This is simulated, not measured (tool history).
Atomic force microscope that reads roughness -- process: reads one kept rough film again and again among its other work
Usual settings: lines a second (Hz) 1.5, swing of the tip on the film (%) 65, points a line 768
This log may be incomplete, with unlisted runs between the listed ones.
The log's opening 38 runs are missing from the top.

run,hour,lines a second (Hz),swing of the tip on the film (%),points a line,pictures with this tip,hours of work since the height scale was calibrated,roughness of the kept film (nm (root mean square))
# hour 1282.3: height scale calibrated on a step standard, once more
# hour 1298.5: new tip fitted
39,1303,0.52,65,768,4,10,2.127
40,1334.2,2.75,61,768,30,27,1.94
41,1363.2,2.75,61,768,55,42,1.867
42,1384.5,2.84,74,1023,73,52,1.752
# hour 1403.8: new tip fitted
43,1424.4,2.84,74,1023,17,73,1.914
44,1444.6,2.84,74,1023,34,83,1.857
45,1471.1,2.89,74,1023,56,97,1.78
46,1491.4,2.89,71,482,73,107,1.77
# hour 1509.5: new tip fitted
47,1513.3,2.89,79,482,4,118,1.874
48,1554.8,3.53,84,812,38,140,1.674
49,1594.8,3.53,84,812,72,160,1.584
# hour 1612.4: new tip fitted
50,1620.5,0.61,68,760,7,173,2.105
51,1666.2,0.61,68,760,45,197,1.976
52,1686.7,1.5,74,406,62,208,1.846
# hour 1718.5: new tip fitted
53,1719.2,1.5,60,533,0,224,2.083

Alternative continuations, all from the tool just after run 53; predict every row:
A,1747,3.64,89,666,24,238,?
B,1747,1.5,85,350,24,238,?
C,1747,2.08,80,533,24,238,?

run,roughness of the kept film (nm (root mean square))
A,1.611
B,1.88
C,1.86
The same runs, with their run-to-run variation unchanged, on a tool lacking any hidden condition would have given:
run,roughness of the kept film (nm (root mean square))
A,1.69
B,1.972
C,1.951
